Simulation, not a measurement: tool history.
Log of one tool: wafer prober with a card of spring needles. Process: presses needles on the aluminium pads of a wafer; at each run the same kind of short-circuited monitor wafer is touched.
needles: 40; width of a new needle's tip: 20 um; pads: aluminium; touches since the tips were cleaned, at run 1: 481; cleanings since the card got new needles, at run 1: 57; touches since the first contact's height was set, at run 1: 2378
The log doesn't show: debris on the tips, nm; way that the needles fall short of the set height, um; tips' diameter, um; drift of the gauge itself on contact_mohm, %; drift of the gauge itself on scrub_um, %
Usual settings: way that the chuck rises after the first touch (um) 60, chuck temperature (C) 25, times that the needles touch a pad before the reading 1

run,hour,way that the chuck rises after the first touch (um),chuck temperature (C),times that the needles touch a pad before the reading,touches since the tips were cleaned,cleanings since the card got new needles,touches since the first contact's height was set,resistance of one needle with its contact and lead (mohm),way that a needle slides on the pad (um)
1,0.0,60,25,1,481,57,2378,270,15.53
# hour 9.9: tips cleaned on abrasive film
2,18.4,60,25,1,3242,58,9307,382,15.51
# hour 21.0: tips cleaned on abrasive film
# hour 33.4: tips cleaned on abrasive film
# hour 44.8: tips cleaned on abrasive film
3,54.2,60,25,1,3522,61,22683,317,15.45
# hour 56.8: tips cleaned on abrasive film
# hour 67.7: tips cleaned on abrasive film
4,72.6,60,25,1,1858,63,29580,294,15.40
# hour 78.7: tips cleaned on abrasive film
# hour 89.9: tips cleaned on abrasive film
5,89.9,60,25,1,0,65,36028,260,15.37
# hour 100.7: tips cleaned on abrasive film
# hour 112.4: tips cleaned on abrasive film
# hour 119.8: tips cleaned on abrasive film, once more
6,126.6,60,25,3,2579,68,49784,273,15.31
# hour 130.9: tips cleaned on abrasive film
# hour 141.6: tips cleaned on abrasive film
7,147.7,76,31,1,2310,70,57664,284,19.43
# hour 152.4: tips cleaned on abrasive film
# hour 163.0: tips cleaned on abrasive film
# hour 173.3: tips cleaned on abrasive film
8,180.2,76,31,1,2595,73,69825,289,19.33
# hour 184.5: tips cleaned on abrasive film
# hour 194.7: tips cleaned on abrasive film
# hour 205.8: tips cleaned on abrasive film
9,213.1,76,31,1,2788,76,82159,293,19.27
# hour 217.7: tips cleaned on abrasive film
# hour 218.0: height of the first contact set anew
# hour 229.2: tips cleaned on abrasive film
# hour 241.5: tips cleaned on abrasive film
10,241.6,63,54,1,37,79,8822,267,16.29

3 ways to go on from here, each from the tool as it stands after run 10. What would each give?
# hour 251.9: tips cleaned on abrasive film
# hour 262.8: tips cleaned on abrasive film
A,267.6,49,25,1,1812,81,18584,?,?
# hour 251.9: tips cleaned on abrasive film
# hour 262.8: tips cleaned on abrasive film
B,267.6,53,117,1,1812,81,18584,?,?
# hour 251.9: tips cleaned on abrasive film
# hour 262.8: tips cleaned on abrasive film
C,267.6,63,31,2,1812,81,18584,?,?

run,resistance of one needle with its contact and lead (mohm),way that a needle slides on the pad (um)
A,332,12.63
B,338,13.66
C,282,16.26
Without the tool's hidden state the same runs would have given:
run,resistance of one needle with its contact and lead (mohm),way that a needle slides on the pad (um)
A,260,12.70
B,284,13.73
C,254,16.33
